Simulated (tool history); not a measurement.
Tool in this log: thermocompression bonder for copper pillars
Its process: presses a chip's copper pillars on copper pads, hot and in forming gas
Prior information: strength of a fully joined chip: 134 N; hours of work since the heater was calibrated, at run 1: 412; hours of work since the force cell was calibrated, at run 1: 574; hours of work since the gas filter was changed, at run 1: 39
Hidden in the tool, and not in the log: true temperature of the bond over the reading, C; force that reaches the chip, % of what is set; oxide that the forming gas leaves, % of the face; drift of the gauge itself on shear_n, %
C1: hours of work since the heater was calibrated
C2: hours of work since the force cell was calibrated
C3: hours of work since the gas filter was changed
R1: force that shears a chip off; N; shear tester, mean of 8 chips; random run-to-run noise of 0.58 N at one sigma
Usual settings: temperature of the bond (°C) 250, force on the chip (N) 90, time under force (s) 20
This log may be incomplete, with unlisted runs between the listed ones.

Run 1, hour 0.0: usual settings; C1 412; C2 574; C3 39. Result: R1 50.3 N.
Run 2, hour 21.0: usual settings but time under force (s) 38; C1 422; C2 585; C3 49. Result: R1 63.7 N.
Run 3, hour 33.1: usual settings but time under force (s) 39; C1 428; C2 591; C3 55. Result: R1 66.3 N.
Run 4, hour 52.0: usual settings but time under force (s) 39; C1 438; C2 600; C3 65. Result: R1 65.4 N.
Run 5, hour 70.6: usual settings but time under force (s) 39; C1 447; C2 610; C3 74. Result: R1 66.2 N.
Run 6, hour 81.2: usual settings but time under force (s) 39; C1 452; C2 615; C3 79. Result: R1 65.2 N.
Run 7, hour 101.1: usual settings but time under force (s) 39; C1 462; C2 625; C3 89. Result: R1 64.6 N.
Run 8, hour 119.8: usual settings but time under force (s) 39; C1 471; C2 634; C3 99. Result: R1 63.5 N.
Run 9, hour 143.3: usual settings but temperature of the bond (°C) 275; C1 483; C2 646; C3 110. Result: R1 63.9 N.
Run 10, hour 157.4: usual settings; C1 490; C2 653; C3 117. Result: R1 50.4 N.
Run 11, hour 169.6: usual settings but temperature of the bond (°C) 270; C1 496; C2 659; C3 124. Result: R1 60.1 N.
Run 12, hour 188.1: usual settings but temperature of the bond (°C) 270; C1 506; C2 669; C3 133. Result: R1 61.0 N.
Run 13, hour 206.1: usual settings but temperature of the bond (°C) 246, force on the chip (N) 87, time under force (s) 14; C1 515; C2 678; C3 142. Result: R1 39.9 N.
Run 14, hour 219.1: usual settings but temperature of the bond (°C) 246, force on the chip (N) 87, time under force (s) 14; C1 521; C2 684; C3 148. Result: R1 41.1 N.
Run 15, hour 236.1: usual settings but temperature of the bond (°C) 245, force on the chip (N) 62, time under force (s) 11; C1 530; C2 692; C3 157. Result: R1 27.3 N.
Run 16, hour 252.8: usual settings but temperature of the bond (°C) 235, force on the chip (N) 62, time under force (s) 12; C1 538; C2 701; C3 165. Result: R1 24.9 N.
Run 17, hour 272.8: usual settings but temperature of the bond (°C) 254, force on the chip (N) 119, time under force (s) 23; C1 548; C2 711; C3 175. Result: R1 64.6 N.
Run 18, hour 296.3: usual settings but temperature of the bond (°C) 254, force on the chip (N) 119, time under force (s) 23; C1 560; C2 723; C3 187. Result: R1 66.0 N.
Run 19, hour 310.8: usual settings but temperature of the bond (°C) 274, force on the chip (N) 119, time under force (s) 30; C1 567; C2 730; C3 194. Result: R1 80.5 N.
Run 20, hour 326.4: usual settings but temperature of the bond (°C) 268, force on the chip (N) 61, time under force (s) 35; C1 575; C2 738; C3 202. Result: R1 55.0 N.
Run 21, hour 342.0: usual settings but temperature of the bond (°C) 268, force on the chip (N) 61, time under force (s) 47; C1 583; C2 745; C3 210. Result: R1 59.8 N.
At hour 350.4: forming gas filter changed.
Run 22, hour 360.8: usual settings but temperature of the bond (°C) 268, force on the chip (N) 61, time under force (s) 47; C1 592; C2 755; C3 5. Result: R1 66.3 N.

Each row is a separate what-if for the run after 22, all from the same tool condition, not one after another. Results?
Run A, hour 378.4: usual settings but time under force (s) 35; C1 600; C2 763; C3 14. Result: R1 ?.
Run B, hour 378.4: usual settings but temperature of the bond (°C) 223; C1 600; C2 763; C3 14. Result: R1 ?.
Run C, hour 378.4: usual settings but temperature of the bond (°C) 262, force on the chip (N) 97, time under force (s) 34; C1 600; C2 763; C3 14. Result: R1 ?.

run    R1
  A  66.3
  B  39.1
  C  76.0
With no hidden state in the tool, these same runs would have given:
run    R1
  A  62.1
  B  35.9
  C  71.8
